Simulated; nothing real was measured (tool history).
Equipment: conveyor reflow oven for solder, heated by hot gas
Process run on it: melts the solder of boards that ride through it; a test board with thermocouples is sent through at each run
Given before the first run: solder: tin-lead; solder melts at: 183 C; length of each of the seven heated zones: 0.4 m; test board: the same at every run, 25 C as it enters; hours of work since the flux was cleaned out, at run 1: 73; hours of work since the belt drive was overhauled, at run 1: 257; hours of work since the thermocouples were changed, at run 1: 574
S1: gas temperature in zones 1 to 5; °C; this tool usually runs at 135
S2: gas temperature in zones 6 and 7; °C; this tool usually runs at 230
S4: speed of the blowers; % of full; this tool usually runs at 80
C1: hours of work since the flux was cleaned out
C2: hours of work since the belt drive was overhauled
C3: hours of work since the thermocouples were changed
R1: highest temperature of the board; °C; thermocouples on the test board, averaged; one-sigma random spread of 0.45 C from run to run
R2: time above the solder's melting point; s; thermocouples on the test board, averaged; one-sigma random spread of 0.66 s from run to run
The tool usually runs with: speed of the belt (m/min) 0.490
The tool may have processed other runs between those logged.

{"run": 1, "hour": 0.0, "S1": 135, "S2": 230, "speed of the belt (m/min)": 0.49, "S4": 80, "C1": 73, "C2": 257, "C3": 574, "R1": 213.1, "R2": 69.2}
{"run": 2, "hour": 45.5, "S1": 135, "S2": 230, "speed of the belt (m/min)": 0.49, "S4": 80, "C1": 94, "C2": 279, "C3": 595, "R1": 212.5, "R2": 66.8}
{"run": 3, "hour": 74.5, "S1": 135, "S2": 230, "speed of the belt (m/min)": 0.49, "S4": 80, "C1": 108, "C2": 292, "C3": 609, "R1": 212.4, "R2": 68.1}
{"run": 4, "hour": 114.8, "S1": 135, "S2": 230, "speed of the belt (m/min)": 0.49, "S4": 80, "C1": 127, "C2": 311, "C3": 627, "R1": 210.3, "R2": 67.4}
{"run": 5, "hour": 151.3, "S1": 135, "S2": 230, "speed of the belt (m/min)": 0.561, "S4": 80, "C1": 144, "C2": 328, "C3": 645, "R1": 206.5, "R2": 53.3}
{"run": 6, "hour": 203.9, "S1": 135, "S2": 230, "speed of the belt (m/min)": 0.561, "S4": 80, "C1": 169, "C2": 353, "C3": 669, "R1": 207.3, "R2": 52.5}
{"run": 7, "hour": 247.9, "S1": 135, "S2": 230, "speed of the belt (m/min)": 0.484, "S4": 80, "C1": 189, "C2": 374, "C3": 690, "R1": 211.7, "R2": 67.5}
{"hour": 271.4, "done": "thermocouples of zones 6 and 7 changed"}
{"run": 8, "hour": 305.5, "S1": 135, "S2": 230, "speed of the belt (m/min)": 0.484, "S4": 80, "C1": 216, "C2": 400, "C3": 16, "R1": 213.5, "R2": 70.0}
{"run": 9, "hour": 356.2, "S1": 135, "S2": 221, "speed of the belt (m/min)": 0.49, "S4": 80, "C1": 239, "C2": 424, "C3": 40, "R1": 205.3, "R2": 58.4}
{"run": 10, "hour": 399.1, "S1": 135, "S2": 221, "speed of the belt (m/min)": 0.49, "S4": 80, "C1": 260, "C2": 444, "C3": 60, "R1": 205.2, "R2": 58.1}
{"run": 11, "hour": 452.0, "S1": 135, "S2": 230, "speed of the belt (m/min)": 0.474, "S4": 80, "C1": 284, "C2": 469, "C3": 85, "R1": 213.1, "R2": 72.1}
{"run": 12, "hour": 500.9, "S1": 135, "S2": 230, "speed of the belt (m/min)": 0.474, "S4": 80, "C1": 307, "C2": 492, "C3": 108, "R1": 213.1, "R2": 70.5}
{"run": 13, "hour": 526.6, "S1": 135, "S2": 230, "speed of the belt (m/min)": 0.474, "S4": 80, "C1": 320, "C2": 504, "C3": 120, "R1": 213.7, "R2": 70.7}
{"run": 14, "hour": 556.7, "S1": 135, "S2": 230, "speed of the belt (m/min)": 0.49, "S4": 80, "C1": 334, "C2": 518, "C3": 134, "R1": 212.1, "R2": 66.9}
{"hour": 565.5, "done": "belt drive overhauled, speed set with a stopwatch"}
{"run": 15, "hour": 599.4, "S1": 135, "S2": 230, "speed of the belt (m/min)": 0.49, "S4": 80, "C1": 352, "C2": 16, "C3": 152, "R1": 212.5, "R2": 67.2}
{"hour": 632.2, "done": "flux residue cleaned out of gas plates and filters"}
{"run": 16, "hour": 639.3, "S1": 135, "S2": 230, "speed of the belt (m/min)": 0.49, "S4": 80, "C1": 3, "C2": 32, "C3": 169, "R1": 215.8, "R2": 72.0}
{"run": 17, "hour": 685.8, "S1": 135, "S2": 230, "speed of the belt (m/min)": 0.49, "S4": 80, "C1": 25, "C2": 54, "C3": 191, "R1": 214.9, "R2": 72.5}
{"run": 18, "hour": 716.6, "S1": 120, "S2": 223, "speed of the belt (m/min)": 0.49, "S4": 80, "C1": 40, "C2": 69, "C3": 205, "R1": 205.6, "R2": 55.3}
{"run": 19, "hour": 742.0, "S1": 120, "S2": 223, "speed of the belt (m/min)": 0.49, "S4": 80, "C1": 52, "C2": 81, "C3": 217, "R1": 206.6, "R2": 56.0}
{"run": 20, "hour": 783.0, "S1": 120, "S2": 223, "speed of the belt (m/min)": 0.49, "S4": 80, "C1": 71, "C2": 100, "C3": 236, "R1": 205.8, "R2": 55.3}
{"hour": 798.1, "done": "belt drive overhauled, speed set with a stopwatch, once more"}
{"run": 21, "hour": 816.3, "S1": 144, "S2": 223, "speed of the belt (m/min)": 0.409, "S4": 80, "C1": 85, "C2": 9, "C3": 250, "R1": 212.8, "R2": 88.7}
{"run": 22, "hour": 854.6, "S1": 144, "S2": 223, "speed of the belt (m/min)": 0.409, "S4": 80, "C1": 103, "C2": 27, "C3": 268, "R1": 212.5, "R2": 88.7}
{"run": 23, "hour": 885.7, "S1": 149, "S2": 233, "speed of the belt (m/min)": 0.49, "S4": 68, "C1": 117, "C2": 41, "C3": 283, "R1": 215.4, "R2": 77.1}
{"run": 24, "hour": 934.3, "S1": 141, "S2": 233, "speed of the belt (m/min)": 0.49, "S4": 77, "C1": 140, "C2": 64, "C3": 306, "R1": 215.7, "R2": 75.6}
{"run": 25, "hour": 985.4, "S1": 141, "S2": 233, "speed of the belt (m/min)": 0.49, "S4": 77, "C1": 164, "C2": 88, "C3": 330, "R1": 215.5, "R2": 73.5}
{"run": 26, "hour": 1024.9, "S1": 141, "S2": 233, "speed of the belt (m/min)": 0.49, "S4": 77, "C1": 183, "C2": 107, "C3": 348, "R1": 215.1, "R2": 73.4}
{"run": 27, "hour": 1056.1, "S1": 135, "S2": 225, "speed of the belt (m/min)": 0.537, "S4": 80, "C1": 197, "C2": 121, "C3": 363, "R1": 204.5, "R2": 51.8}
{"run": 28, "hour": 1101.3, "S1": 147, "S2": 223, "speed of the belt (m/min)": 0.537, "S4": 78, "C1": 219, "C2": 143, "C3": 384, "R1": 205.1, "R2": 58.1}
{"run": 29, "hour": 1155.3, "S1": 138, "S2": 230, "speed of the belt (m/min)": 0.476, "S4": 80, "C1": 244, "C2": 168, "C3": 410, "R1": 212.8, "R2": 70.4}
{"run": 30, "hour": 1199.4, "S1": 135, "S2": 230, "speed of the belt (m/min)": 0.513, "S4": 80, "C1": 265, "C2": 189, "C3": 430, "R1": 209.4, "R2": 62.2}
{"run": 31, "hour": 1229.4, "S1": 135, "S2": 230, "speed of the belt (m/min)": 0.513, "S4": 80, "C1": 279, "C2": 203, "C3": 444, "R1": 210.1, "R2": 59.6}

Consider 3 possible next runs. They are alternatives, not a sequence: every one starts from the tool as it was left by run 31. What does each give?
{"run": "A", "hour": 1255.5, "S1": 135, "S2": 244, "speed of the belt (m/min)": 0.49, "S4": 80, "C1": 291, "C2": 215, "C3": 457, "R1": "?", "R2": "?"}
{"run": "B", "hour": 1255.5, "S1": 140, "S2": 230, "speed of the belt (m/min)": 0.49, "S4": 80, "C1": 291, "C2": 215, "C3": 457, "R1": "?", "R2": "?"}
{"run": "C", "hour": 1255.5, "S1": 135, "S2": 245, "speed of the belt (m/min)": 0.513, "S4": 80, "C1": 291, "C2": 215, "C3": 457, "R1": "?", "R2": "?"}

run=A R1=223.3 R2=78.6
run=B R1=211.9 R2=69.1
run=C R1=222.7 R2=72.3
Without the tool's hidden state the same runs would have given:
run=A R1=227.8 R2=82.0
run=B R1=215.9 R2=73.8
run=C R1=227.3 R2=75.9

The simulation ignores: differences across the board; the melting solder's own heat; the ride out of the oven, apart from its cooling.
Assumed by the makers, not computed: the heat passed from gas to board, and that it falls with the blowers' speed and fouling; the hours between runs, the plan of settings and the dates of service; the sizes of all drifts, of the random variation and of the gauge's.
